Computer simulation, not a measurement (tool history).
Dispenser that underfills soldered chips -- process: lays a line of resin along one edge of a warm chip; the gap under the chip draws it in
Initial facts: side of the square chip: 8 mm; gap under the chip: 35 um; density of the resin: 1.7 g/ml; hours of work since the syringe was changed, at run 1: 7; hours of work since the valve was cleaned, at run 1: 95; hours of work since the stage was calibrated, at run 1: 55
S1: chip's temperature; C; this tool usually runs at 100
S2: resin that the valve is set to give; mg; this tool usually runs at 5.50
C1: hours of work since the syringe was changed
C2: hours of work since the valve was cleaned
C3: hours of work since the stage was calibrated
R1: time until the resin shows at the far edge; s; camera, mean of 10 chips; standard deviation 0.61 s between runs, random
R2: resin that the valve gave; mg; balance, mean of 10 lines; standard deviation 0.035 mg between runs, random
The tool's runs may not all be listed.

run,hour,S1,S2,C1,C2,C3,R1,R2
1,0.0,100,5.50,7,95,55,97.1,5.23
2,3.4,100,5.90,9,97,58,121.1,5.62
# hour 6.0: new syringe of resin
3,9.0,100,4.91,2,101,62,69.2,4.64
4,11.9,100,4.91,4,103,64,84.2,4.64
5,16.7,100,4.91,8,107,67,114.5,4.65
# hour 21.1: new syringe of resin
6,21.5,100,5.50,0,110,71,56.5,5.19
7,25.1,100,5.50,3,113,73,69.0,5.22
8,29.0,100,5.50,6,115,76,91.7,5.22
9,34.3,100,5.50,10,119,80,128.9,5.11
# hour 36.3: new syringe of resin
10,38.4,100,5.50,2,122,83,61.9,5.16
11,40.8,100,5.50,3,124,84,73.9,5.20
12,43.5,100,5.50,5,126,86,88.3,5.11
13,47.8,100,5.50,8,129,90,116.2,5.17
# hour 51.4: new syringe of resin
14,52.7,100,5.50,1,132,93,59.4,5.16
# hour 54.6: dispensing valve cleaned and set on the balance
15,57.6,100,5.50,4,2,96,75.4,5.48
16,60.1,100,7.08,6,4,98,88.1,7.08
17,64.6,105,5.50,9,7,101,94.5,5.50
# hour 67.5: new syringe of resin
18,69.1,100,5.50,1,10,104,60.9,5.49
19,74.0,90,6.86,5,14,108,128.7,6.82
20,78.5,90,6.86,8,17,111,171.8,6.79
21,80.9,101,6.86,10,19,113,119.2,6.83
# hour 82.7: new syringe of resin
22,84.7,101,6.86,2,22,115,58.3,6.81
23,88.8,100,6.23,4,25,118,80.6,6.09
24,92.6,88,5.91,7,27,121,177.9,5.87
25,95.8,110,7.10,10,30,123,80.7,7.00
# hour 98.1: new syringe of resin
26,99.4,110,7.10,1,32,126,37.0,7.01
27,101.6,110,7.10,3,34,127,43.2,7.02
28,104.9,107,5.86,5,36,130,61.3,5.76
29,107.2,107,5.86,7,38,131,71.7,5.76
30,110.7,107,5.86,9,40,134,90.0,5.76
# hour 113.2: new syringe of resin
31,114.6,91,5.86,1,43,137,89.1,5.77
32,117.2,91,5.86,3,45,139,103.9,5.75
33,120.5,91,5.86,5,47,141,132.2,5.75
34,125.2,91,5.56,9,51,144,178.1,5.44
# hour 128.4: new syringe of resin
35,129.4,101,5.50,1,54,147,55.5,5.27

Forecast each of these 4 alternatives for the next run:
A,133.4,94,4.78,4,57,150,?,?
B,133.4,111,5.50,4,57,150,?,?
C,133.4,103,7.19,4,57,150,?,?
D,133.4,113,6.91,4,57,150,?,?

run,R1,R2
A,103.4,4.64
B,46.9,5.37
C,64.1,6.99
D,40.7,6.76
Had the tool no hidden state, the same runs would have come out as:
run,R1,R2
A,73.4,4.76
B,33.4,5.51
C,46.0,7.18
D,29.0,6.93
